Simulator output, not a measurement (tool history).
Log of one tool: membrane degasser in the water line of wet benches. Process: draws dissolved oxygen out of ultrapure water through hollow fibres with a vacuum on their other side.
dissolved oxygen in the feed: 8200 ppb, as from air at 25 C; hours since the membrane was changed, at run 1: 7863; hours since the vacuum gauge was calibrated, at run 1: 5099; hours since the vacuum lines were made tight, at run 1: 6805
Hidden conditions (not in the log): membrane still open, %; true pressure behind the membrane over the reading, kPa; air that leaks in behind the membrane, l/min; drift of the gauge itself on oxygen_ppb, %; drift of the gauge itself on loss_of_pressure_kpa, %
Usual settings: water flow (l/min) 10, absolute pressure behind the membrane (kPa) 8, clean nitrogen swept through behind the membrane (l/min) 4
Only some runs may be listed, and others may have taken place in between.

| run | hour | water flow (l/min) | absolute pressure behind the membrane (kPa) | clean nitrogen swept through behind the membrane (l/min) | hours since the membrane was changed | hours since the vacuum gauge was calibrated | hours since the vacuum lines were made tight | dissolved oxygen in the water behind the degasser (ppb) | pressure that the water loses in the fibres (kPa) |
|---|---|---|---|---|---|---|---|---|---|
| 1 | 0 | 10 | 8 | 4 | 7863 | 5099 | 6805 | 41.6 | 28.12 |
| 2 | 118.7 | 10 | 8 | 4 | 7982 | 5217 | 6924 | 41.4 | 27.97 |
| 3 | 211.5 | 10 | 8 | 1.98 | 8075 | 5310 | 7017 | 71 | 28.25 |
| 4 | 389.5 | 10 | 8 | 1.98 | 8253 | 5488 | 7195 | 72.1 | 27.95 |
|  | 446 | vacuum gauge calibrated |
| 5 | 479.8 | 10 | 8 | 1.98 | 8342 | 34 | 7284 | 72.8 | 28.43 |
| 6 | 588.3 | 10 | 8 | 1.98 | 8451 | 142 | 7393 | 70.9 | 28.16 |
| 7 | 767.8 | 10 | 8 | 1.98 | 8630 | 322 | 7572 | 72.6 | 28.08 |
| 8 | 869.4 | 10 | 8 | 1.98 | 8732 | 423 | 7674 | 70.4 | 28.4 |
| 9 | 970.9 | 10 | 8 | 1.98 | 8833 | 525 | 7776 | 72.1 | 28.25 |
| 10 | 1116.7 | 10 | 8 | 1.98 | 8979 | 671 | 7921 | 71.2 | 28.11 |
| 11 | 1294.3 | 10 | 8 | 1.98 | 9157 | 848 | 8099 | 73.5 | 28.37 |
| 12 | 1497.9 | 10 | 8 | 4 | 9360 | 1052 | 8303 | 42.8 | 28.1 |
| 13 | 1701.6 | 10 | 8 | 4 | 9564 | 1256 | 8506 | 43.5 | 28.43 |
| 14 | 1901.9 | 10 | 8 | 4 | 9764 | 1456 | 8707 | 42.4 | 28.32 |
| 15 | 2114.6 | 12 | 16.45 | 3.32 | 9977 | 1669 | 8919 | 138.9 | 34.05 |
| 16 | 2320.7 | 12 | 12.88 | 10.16 | 10183 | 1875 | 9125 | 54.4 | 34.41 |
| 17 | 2452.6 | 12 | 12.88 | 10.16 | 10315 | 2007 | 9257 | 54.9 | 33.95 |
| 18 | 2609.9 | 12 | 12.88 | 10.16 | 10472 | 2164 | 9415 | 54.2 | 33.98 |
| 19 | 2799.3 | 12 | 12.88 | 10.16 | 10662 | 2353 | 9604 | 55.7 | 34.35 |
| 20 | 2944 | 10 | 8 | 2.34 | 10807 | 2498 | 9749 | 64.4 | 28.39 |
| 21 | 3140.4 | 7 | 10.03 | 2.34 | 11003 | 2694 | 9945 | 55.7 | 19.73 |
| 22 | 3258.7 | 11 | 11.32 | 2.64 | 11121 | 2813 | 10063 | 104.4 | 31.34 |
| 23 | 3375 | 15 | 8.87 | 2.4 | 11238 | 2929 | 10180 | 144.4 | 42.54 |
| 24 | 3483.8 | 9 | 8 | 3.1 | 11346 | 3038 | 10288 | 44.1 | 25.65 |
|  | 3642 | seals of the vacuum lines changed |
| 25 | 3683.8 | 12 | 16.46 | 4 | 11544 | 3236 | 42 | 121.7 | 34.21 |
| 26 | 3809.7 | 9 | 6.2 | 10.19 | 11670 | 3362 | 168 | 14.4 | 25.92 |
| 27 | 3959.8 | 9 | 5.89 | 7.93 | 11820 | 3512 | 318 | 16.2 | 26.09 |

A few steps of dissolved oxygen in the water behind the degasser (ppb) between consecutive runs. Split each: what settings, incoming material and random variation would produce without the hidden state, and what is left over for the hidden state, along with gauge scatter present in only one of the two compared results (measured, and without hidden state):
Run 22 -> 23: water flow (l/min) 11 -> 15, absolute pressure behind the membrane (kPa) 11.32 -> 8.87, clean nitrogen swept through behind the membrane (l/min) 2.64 -> 2.4. dissolved oxygen in the water behind the degasser (ppb) +40: hidden state +8.4, all else +31.6.
Run 23 -> 24: water flow (l/min) 15 -> 9, absolute pressure behind the membrane (kPa) 8.87 -> 8, clean nitrogen swept through behind the membrane (l/min) 2.4 -> 3.1. dissolved oxygen in the water behind the degasser (ppb) -100.3: hidden state -12.6, all else -87.7.
Run 25 -> 26: water flow (l/min) 12 -> 9, absolute pressure behind the membrane (kPa) 16.46 -> 6.2, clean nitrogen swept through behind the membrane (l/min) 4 -> 10.19. dissolved oxygen in the water behind the degasser (ppb) -107.3: hidden state -5.1, all else -102.2.
